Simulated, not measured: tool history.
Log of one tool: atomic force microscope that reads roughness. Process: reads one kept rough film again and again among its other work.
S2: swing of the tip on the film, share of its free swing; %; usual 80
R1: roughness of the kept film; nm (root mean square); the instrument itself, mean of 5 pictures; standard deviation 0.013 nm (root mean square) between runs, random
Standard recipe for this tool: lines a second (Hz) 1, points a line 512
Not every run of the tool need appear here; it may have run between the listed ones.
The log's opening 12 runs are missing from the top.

{"run": 13, "hour": 614.8, "lines a second (Hz)": 1, "S2": 80, "points a line": 659, "R1": 2.232}
{"run": 14, "hour": 648.7, "lines a second (Hz)": 2.31, "S2": 80, "points a line": 512, "R1": 2.029}
{"hour": 668.9, "done": "new tip fitted"}
{"run": 15, "hour": 689.8, "lines a second (Hz)": 2.31, "S2": 80, "points a line": 512, "R1": 2.806}
{"run": 16, "hour": 724.4, "lines a second (Hz)": 2.31, "S2": 83, "points a line": 512, "R1": 2.574}
{"hour": 763.4, "done": "height scale calibrated on a step standard"}
{"run": 17, "hour": 767.7, "lines a second (Hz)": 2.31, "S2": 83, "points a line": 512, "R1": 2.264}
{"run": 18, "hour": 811.5, "lines a second (Hz)": 2.31, "S2": 83, "points a line": 512, "R1": 2.097}
{"hour": 862.1, "done": "new tip fitted"}
{"run": 19, "hour": 877.4, "lines a second (Hz)": 1, "S2": 80, "points a line": 512, "R1": 2.904}
{"run": 20, "hour": 942.2, "lines a second (Hz)": 1, "S2": 80, "points a line": 512, "R1": 2.47}
{"run": 21, "hour": 1002.6, "lines a second (Hz)": 1, "S2": 77, "points a line": 512, "R1": 2.205}
{"run": 22, "hour": 1040.4, "lines a second (Hz)": 1, "S2": 77, "points a line": 512, "R1": 2.034}
{"hour": 1055.2, "done": "new tip fitted"}
{"run": 23, "hour": 1104.0, "lines a second (Hz)": 1, "S2": 77, "points a line": 512, "R1": 2.732}
{"run": 24, "hour": 1133.1, "lines a second (Hz)": 1, "S2": 77, "points a line": 512, "R1": 2.502}
{"run": 25, "hour": 1172.3, "lines a second (Hz)": 1, "S2": 77, "points a line": 456, "R1": 2.3}
{"run": 26, "hour": 1234.8, "lines a second (Hz)": 1.93, "S2": 67, "points a line": 423, "R1": 2.034}
{"hour": 1250.5, "done": "new tip fitted"}
{"run": 27, "hour": 1306.7, "lines a second (Hz)": 0.55, "S2": 80, "points a line": 512, "R1": 2.661}
{"run": 28, "hour": 1351.9, "lines a second (Hz)": 0.55, "S2": 80, "points a line": 512, "R1": 2.404}
{"run": 29, "hour": 1400.0, "lines a second (Hz)": 1.28, "S2": 71, "points a line": 512, "R1": 2.15}

For run 30, what comes out?
{"run": 30, "hour": 1436.4, "lines a second (Hz)": 2.67, "S2": 80, "points a line": 281, "R1": "?"}

R1: 1.876 nm (root mean square)
With the hidden condition absent and the run-to-run variation left alone, this run would have shown R1 2.834 nm (root mean square).
